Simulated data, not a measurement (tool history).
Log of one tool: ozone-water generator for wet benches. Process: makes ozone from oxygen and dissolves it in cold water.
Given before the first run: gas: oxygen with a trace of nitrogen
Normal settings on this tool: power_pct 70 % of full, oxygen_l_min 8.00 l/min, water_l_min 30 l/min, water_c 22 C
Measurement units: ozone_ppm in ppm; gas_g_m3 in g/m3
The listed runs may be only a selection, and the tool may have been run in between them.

run,hour,power_pct,oxygen_l_min,water_l_min,water_c,ozone_ppm,gas_g_m3
1,0.0,70,8.00,30,22,15.3,163.7
# hour 106.9: water thermometer calibrated
2,115.5,85,8.00,30,22,17.4,185.5
3,202.1,70,8.00,40,22,11.3,165.5
4,306.5,70,8.00,40,22,11.4,165.3
5,384.9,70,8.00,40,22,11.5,163.5
6,511.9,70,8.00,40,22,11.3,164.3
7,661.1,70,8.00,40,22,11.2,163.5
8,792.5,70,8.00,30,22,14.9,160.6
9,952.6,70,8.00,30,22,14.9,165.0
10,1070.9,72,8.00,30,22,15.2,165.3
11,1201.4,72,8.00,30,22,14.9,165.9
12,1267.2,46,8.00,30,22,11.6,129.8
# hour 1278.3: contactor cleaned
13,1387.4,46,5.47,30,22,10.8,155.1
14,1505.2,77,8.00,35,22,12.8,173.2
15,1574.8,77,8.00,35,19,13.4,172.5
16,1664.6,61,9.37,22,17,18.1,136.8
17,1747.4,59,8.00,31,29,11.0,147.3
18,1843.4,63,10.14,44,22,9.0,133.3
19,1971.0,63,10.14,44,22,9.1,134.7
20,2044.3,63,10.14,44,22,9.1,134.5
# hour 2145.0: contactor cleaned, once more
21,2169.5,82,6.08,44,27,10.4,200.1
22,2236.7,82,6.08,44,19,11.7,201.4
23,2322.2,70,11.12,31,22,14.9,135.4

Below are 3 alternative next runs, each starting from the tool's condition after run 23. Predict each:
A,2455.6,70,8.90,24,22,?,?
B,2455.6,73,11.12,45,21,?,?
C,2455.6,60,4.37,19,22,?,?

run,ozone_ppm,gas_g_m3
A,18.3,151.0
B,11.1,137.5
C,20.6,197.8
Had the tool no hidden state, the same runs would have come out as:
run,ozone_ppm,gas_g_m3
A,19.4,159.1
B,11.8,145.1
C,21.7,207.5
